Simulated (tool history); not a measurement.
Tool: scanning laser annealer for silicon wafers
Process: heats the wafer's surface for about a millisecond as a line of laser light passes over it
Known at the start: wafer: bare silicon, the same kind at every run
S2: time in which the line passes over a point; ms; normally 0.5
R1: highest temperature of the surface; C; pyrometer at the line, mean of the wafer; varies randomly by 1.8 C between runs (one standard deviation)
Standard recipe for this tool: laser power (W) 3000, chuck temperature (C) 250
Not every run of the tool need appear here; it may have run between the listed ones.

run 1 hour=0 | laser_power_(W)=3000 S2=0.5 chuck_temperature_(C)=250 | R1=938
run 2 hour=48.1 | laser_power_(W)=3000 S2=0.5 chuck_temperature_(C)=250 | R1=936
run 3 hour=88.8 | laser_power_(W)=2869 S2=0.5 chuck_temperature_(C)=250 | R1=908
run 4 hour=130.5 | laser_power_(W)=2869 S2=0.5 chuck_temperature_(C)=250 | R1=911
run 5 hour=172 | laser_power_(W)=2869 S2=0.5 chuck_temperature_(C)=250 | R1=911
run 6 hour=200.2 | laser_power_(W)=2869 S2=0.5 chuck_temperature_(C)=250 | R1=909
run 7 hour=231.4 | laser_power_(W)=2869 S2=0.577 chuck_temperature_(C)=250 | R1=954

Predict the results of run 8:
run 8 hour=273 | laser_power_(W)=3207 S2=0.616 chuck_temperature_(C)=250 | R1=?

R1: 1053 C
Had the tool carried no hidden state, the very same run would have given R1 1082 C.

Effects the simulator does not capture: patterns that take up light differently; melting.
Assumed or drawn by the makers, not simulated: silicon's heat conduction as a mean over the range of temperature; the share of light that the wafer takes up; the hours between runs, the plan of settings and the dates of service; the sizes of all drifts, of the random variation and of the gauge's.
